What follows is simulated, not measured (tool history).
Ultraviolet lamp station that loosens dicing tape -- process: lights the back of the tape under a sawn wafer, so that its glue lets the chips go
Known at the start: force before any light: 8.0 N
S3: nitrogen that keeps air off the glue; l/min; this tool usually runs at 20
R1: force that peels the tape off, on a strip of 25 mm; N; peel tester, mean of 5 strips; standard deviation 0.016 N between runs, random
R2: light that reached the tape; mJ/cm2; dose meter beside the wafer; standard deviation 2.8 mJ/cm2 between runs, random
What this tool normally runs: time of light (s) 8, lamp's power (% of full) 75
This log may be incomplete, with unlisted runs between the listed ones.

run 1 day=0.000 | time_of_light_(s)=8 lamp's_power_(%_of_full)=75 S3=20 | R1=0.717 R2=396
run 2 day=0.458 | time_of_light_(s)=8 lamp's_power_(%_of_full)=75 S3=21 | R1=0.695 R2=400
run 3 day=0.712 | time_of_light_(s)=8 lamp's_power_(%_of_full)=75 S3=21 | R1=0.711 R2=397
run 4 day=0.950 | time_of_light_(s)=8 lamp's_power_(%_of_full)=75 S3=20 | R1=0.769 R2=393
run 5 day=1.258 | time_of_light_(s)=8 lamp's_power_(%_of_full)=75 S3=21 | R1=0.744 R2=397
run 6 day=1.450 | time_of_light_(s)=8 lamp's_power_(%_of_full)=75 S3=21 | R1=0.675 R2=402
run 7 day=1.754 | time_of_light_(s)=8 lamp's_power_(%_of_full)=75 S3=20 | R1=0.743 R2=399
run 8 day=2.100 | time_of_light_(s)=8 lamp's_power_(%_of_full)=75 S3=20 | R1=0.715 R2=392
run 9 day=2.442 | time_of_light_(s)=8 lamp's_power_(%_of_full)=75 S3=20 | R1=0.764 R2=398
run 10 day=2.758 | time_of_light_(s)=8 lamp's_power_(%_of_full)=87 S3=20 | R1=0.508 R2=461
run 11 day=3.012 | time_of_light_(s)=8 lamp's_power_(%_of_full)=87 S3=20 | R1=0.518 R2=457
run 12 day=3.229 | time_of_light_(s)=4 lamp's_power_(%_of_full)=75 S3=20 | R1=2.274 R2=197
run 13 day=3.512 | time_of_light_(s)=11 lamp's_power_(%_of_full)=63 S3=11 | R1=0.943 R2=459
run 14 day=3.850 | time_of_light_(s)=11 lamp's_power_(%_of_full)=63 S3=11 | R1=0.948 R2=459
run 15 day=4.183 | time_of_light_(s)=11 lamp's_power_(%_of_full)=63 S3=15 | R1=0.679 R2=457
run 16 day=4.417 | time_of_light_(s)=16 lamp's_power_(%_of_full)=75 S3=7 | R1=0.415 R2=795
run 17 day=4.729 | time_of_light_(s)=15 lamp's_power_(%_of_full)=62 S3=15 | R1=0.328 R2=612
run 18 day=5.138 | time_of_light_(s)=10 lamp's_power_(%_of_full)=82 S3=13 | R1=0.529 R2=545

Not shown here: 1 entry made in the log between runs. Locate each between two listed runs and compare the hidden state at the listed run before it with the hidden state at the listed run after it:
Between runs 3 and 4: window cleaned of glue's vapour (day 0.900)
  light that the window lets through, % of a clean one's: 99.9 -> 100
